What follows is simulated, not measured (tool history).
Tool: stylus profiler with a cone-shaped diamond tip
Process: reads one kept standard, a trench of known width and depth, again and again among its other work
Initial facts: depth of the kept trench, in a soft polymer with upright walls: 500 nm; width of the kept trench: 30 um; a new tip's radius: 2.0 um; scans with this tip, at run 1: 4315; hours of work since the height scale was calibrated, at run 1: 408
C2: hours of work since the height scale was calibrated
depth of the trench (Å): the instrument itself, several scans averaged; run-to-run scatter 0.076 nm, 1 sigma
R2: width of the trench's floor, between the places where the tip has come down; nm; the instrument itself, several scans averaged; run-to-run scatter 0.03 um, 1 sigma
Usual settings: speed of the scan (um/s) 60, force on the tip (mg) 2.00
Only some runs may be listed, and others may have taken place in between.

{"run": 1, "hour": 0.0, "speed of the scan (um/s)": 60, "force on the tip (mg)": 2.0, "scans with this tip": 4315, "C2": 408, "depth of the trench (Å)": 5037.9, "R2": 26890}
{"run": 2, "hour": 76.0, "speed of the scan (um/s)": 39, "force on the tip (mg)": 2.0, "scans with this tip": 4897, "C2": 463, "depth of the trench (Å)": 5037.3, "R2": 26960}
{"run": 3, "hour": 132.6, "speed of the scan (um/s)": 39, "force on the tip (mg)": 2.0, "scans with this tip": 5332, "C2": 504, "depth of the trench (Å)": 5037.4, "R2": 26910}
{"run": 4, "hour": 204.9, "speed of the scan (um/s)": 39, "force on the tip (mg)": 2.0, "scans with this tip": 5886, "C2": 556, "depth of the trench (Å)": 5035.5, "R2": 26940}
{"run": 5, "hour": 256.2, "speed of the scan (um/s)": 60, "force on the tip (mg)": 2.0, "scans with this tip": 6279, "C2": 593, "depth of the trench (Å)": 5035.6, "R2": 26860}
{"run": 6, "hour": 331.1, "speed of the scan (um/s)": 60, "force on the tip (mg)": 1.22, "scans with this tip": 6853, "C2": 647, "depth of the trench (Å)": 5024.2, "R2": 26710}
{"run": 7, "hour": 404.5, "speed of the scan (um/s)": 43, "force on the tip (mg)": 2.0, "scans with this tip": 7416, "C2": 700, "depth of the trench (Å)": 5035.2, "R2": 26880}
{"run": 8, "hour": 486.1, "speed of the scan (um/s)": 60, "force on the tip (mg)": 2.0, "scans with this tip": 8041, "C2": 760, "depth of the trench (Å)": 5035.4, "R2": 26720}
{"run": 9, "hour": 551.6, "speed of the scan (um/s)": 60, "force on the tip (mg)": 2.0, "scans with this tip": 8544, "C2": 807, "depth of the trench (Å)": 5033.7, "R2": 26740}
{"run": 10, "hour": 623.9, "speed of the scan (um/s)": 60, "force on the tip (mg)": 4.64, "scans with this tip": 9099, "C2": 859, "depth of the trench (Å)": 5063.7, "R2": 26750}
{"run": 11, "hour": 699.4, "speed of the scan (um/s)": 60, "force on the tip (mg)": 1.9, "scans with this tip": 9677, "C2": 914, "depth of the trench (Å)": 5032.0, "R2": 26670}
{"run": 12, "hour": 744.4, "speed of the scan (um/s)": 60, "force on the tip (mg)": 1.9, "scans with this tip": 10022, "C2": 947, "depth of the trench (Å)": 5032.0, "R2": 26640}
{"run": 13, "hour": 826.2, "speed of the scan (um/s)": 60, "force on the tip (mg)": 1.9, "scans with this tip": 10650, "C2": 1006, "depth of the trench (Å)": 5031.2, "R2": 26650}
{"run": 14, "hour": 869.4, "speed of the scan (um/s)": 60, "force on the tip (mg)": 1.9, "scans with this tip": 10981, "C2": 1037, "depth of the trench (Å)": 5033.1, "R2": 26650}
{"run": 15, "hour": 944.7, "speed of the scan (um/s)": 36, "force on the tip (mg)": 2.0, "scans with this tip": 11558, "C2": 1092, "depth of the trench (Å)": 5032.3, "R2": 26700}
{"run": 16, "hour": 1019.9, "speed of the scan (um/s)": 36, "force on the tip (mg)": 2.0, "scans with this tip": 12135, "C2": 1146, "depth of the trench (Å)": 5032.3, "R2": 26770}
{"run": 17, "hour": 1081.2, "speed of the scan (um/s)": 238, "force on the tip (mg)": 2.0, "scans with this tip": 12605, "C2": 1191, "depth of the trench (Å)": 5030.6, "R2": 25720}
{"run": 18, "hour": 1141.0, "speed of the scan (um/s)": 60, "force on the tip (mg)": 2.0, "scans with this tip": 13063, "C2": 1234, "depth of the trench (Å)": 5032.2, "R2": 26610}
{"run": 19, "hour": 1218.3, "speed of the scan (um/s)": 60, "force on the tip (mg)": 2.0, "scans with this tip": 13655, "C2": 1290, "depth of the trench (Å)": 5031.3, "R2": 26520}
{"hour": 1225.4, "done": "height scale calibrated on a step standard"}
{"run": 20, "hour": 1263.4, "speed of the scan (um/s)": 60, "force on the tip (mg)": 3.27, "scans with this tip": 13998, "C2": 28, "depth of the trench (Å)": 5041.0, "R2": 26540}
{"run": 21, "hour": 1322.9, "speed of the scan (um/s)": 60, "force on the tip (mg)": 2.0, "scans with this tip": 14454, "C2": 71, "depth of the trench (Å)": 5027.0, "R2": 26500}
{"run": 22, "hour": 1399.0, "speed of the scan (um/s)": 25, "force on the tip (mg)": 0.74, "scans with this tip": 15038, "C2": 126, "depth of the trench (Å)": 5006.2, "R2": 26620}
{"run": 23, "hour": 1450.9, "speed of the scan (um/s)": 25, "force on the tip (mg)": 0.74, "scans with this tip": 15436, "C2": 163, "depth of the trench (Å)": 5007.6, "R2": 26530}
{"run": 24, "hour": 1490.5, "speed of the scan (um/s)": 43, "force on the tip (mg)": 1.94, "scans with this tip": 15739, "C2": 192, "depth of the trench (Å)": 5026.0, "R2": 26490}
{"run": 25, "hour": 1555.8, "speed of the scan (um/s)": 86, "force on the tip (mg)": 0.79, "scans with this tip": 16240, "C2": 239, "depth of the trench (Å)": 5007.5, "R2": 26110}
{"run": 26, "hour": 1632.2, "speed of the scan (um/s)": 86, "force on the tip (mg)": 0.79, "scans with this tip": 16826, "C2": 295, "depth of the trench (Å)": 5008.2, "R2": 26070}
{"hour": 1650.6, "done": "height scale calibrated on a step standard, once more"}
{"run": 27, "hour": 1702.1, "speed of the scan (um/s)": 188, "force on the tip (mg)": 0.92, "scans with this tip": 17358, "C2": 37, "depth of the trench (Å)": 5023.1, "R2": 25400}
{"run": 28, "hour": 1741.5, "speed of the scan (um/s)": 32, "force on the tip (mg)": 0.9, "scans with this tip": 17659, "C2": 66, "depth of the trench (Å)": 5023.1, "R2": 26430}
{"run": 29, "hour": 1813.7, "speed of the scan (um/s)": 32, "force on the tip (mg)": 0.9, "scans with this tip": 18213, "C2": 118, "depth of the trench (Å)": 5021.2, "R2": 26480}
{"run": 30, "hour": 1875.3, "speed of the scan (um/s)": 32, "force on the tip (mg)": 0.9, "scans with this tip": 18686, "C2": 163, "depth of the trench (Å)": 5021.2, "R2": 26450}
{"run": 31, "hour": 1928.9, "speed of the scan (um/s)": 32, "force on the tip (mg)": 0.9, "scans with this tip": 19096, "C2": 202, "depth of the trench (Å)": 5021.4, "R2": 26380}
{"run": 32, "hour": 1993.3, "speed of the scan (um/s)": 61, "force on the tip (mg)": 0.72, "scans with this tip": 19590, "C2": 248, "depth of the trench (Å)": 5016.6, "R2": 26100}
{"run": 33, "hour": 2066.9, "speed of the scan (um/s)": 57, "force on the tip (mg)": 1.27, "scans with this tip": 20155, "C2": 302, "depth of the trench (Å)": 5026.8, "R2": 26230}
{"run": 34, "hour": 2121.6, "speed of the scan (um/s)": 45, "force on the tip (mg)": 1.31, "scans with this tip": 20574, "C2": 341, "depth of the trench (Å)": 5027.0, "R2": 26330}
{"run": 35, "hour": 2165.2, "speed of the scan (um/s)": 116, "force on the tip (mg)": 0.86, "scans with this tip": 20908, "C2": 373, "depth of the trench (Å)": 5020.2, "R2": 25720}
{"run": 36, "hour": 2204.6, "speed of the scan (um/s)": 26, "force on the tip (mg)": 3.37, "scans with this tip": 21211, "C2": 401, "depth of the trench (Å)": 5051.5, "R2": 26480}
{"run": 37, "hour": 2266.9, "speed of the scan (um/s)": 135, "force on the tip (mg)": 4.37, "scans with this tip": 21688, "C2": 446, "depth of the trench (Å)": 5062.0, "R2": 26080}
{"run": 38, "hour": 2331.5, "speed of the scan (um/s)": 41, "force on the tip (mg)": 1.37, "scans with this tip": 22183, "C2": 493, "depth of the trench (Å)": 5027.7, "R2": 26360}
{"run": 39, "hour": 2377.6, "speed of the scan (um/s)": 41, "force on the tip (mg)": 1.37, "scans with this tip": 22537, "C2": 527, "depth of the trench (Å)": 5027.2, "R2": 26290}
{"run": 40, "hour": 2445.0, "speed of the scan (um/s)": 29, "force on the tip (mg)": 2.0, "scans with this tip": 23054, "C2": 575, "depth of the trench (Å)": 5035.0, "R2": 26300}
{"run": 41, "hour": 2498.6, "speed of the scan (um/s)": 36, "force on the tip (mg)": 5.64, "scans with this tip": 23464, "C2": 614, "depth of the trench (Å)": 5075.1, "R2": 26350}
{"run": 42, "hour": 2550.4, "speed of the scan (um/s)": 36, "force on the tip (mg)": 5.64, "scans with this tip": 23862, "C2": 652, "depth of the trench (Å)": 5073.8, "R2": 26360}

3 options for the next run, each taken on its own from the tool as it stands now. Forecast them:
{"run": "A", "hour": 2626.0, "speed of the scan (um/s)": 18, "force on the tip (mg)": 1.72, "scans with this tip": 24441, "C2": 706, "depth of the trench (Å)": "?", "R2": "?"}
{"run": "B", "hour": 2626.0, "speed of the scan (um/s)": 115, "force on the tip (mg)": 5.74, "scans with this tip": 24441, "C2": 706, "depth of the trench (Å)": "?", "R2": "?"}
{"run": "C", "hour": 2626.0, "speed of the scan (um/s)": 18, "force on the tip (mg)": 5.64, "scans with this tip": 24441, "C2": 706, "depth of the trench (Å)": "?", "R2": "?"}

run=A depth_of_the_trench_(Å)=5031.1 R2=26340
run=B depth_of_the_trench_(Å)=5076.0 R2=26110
run=C depth_of_the_trench_(Å)=5073.9 R2=26350
Without the tool's hidden state the same runs would have given:
run=A depth_of_the_trench_(Å)=5036.1 R2=27270
run=B depth_of_the_trench_(Å)=5081.1 R2=27040
run=C depth_of_the_trench_(Å)=5079.0 R2=27280
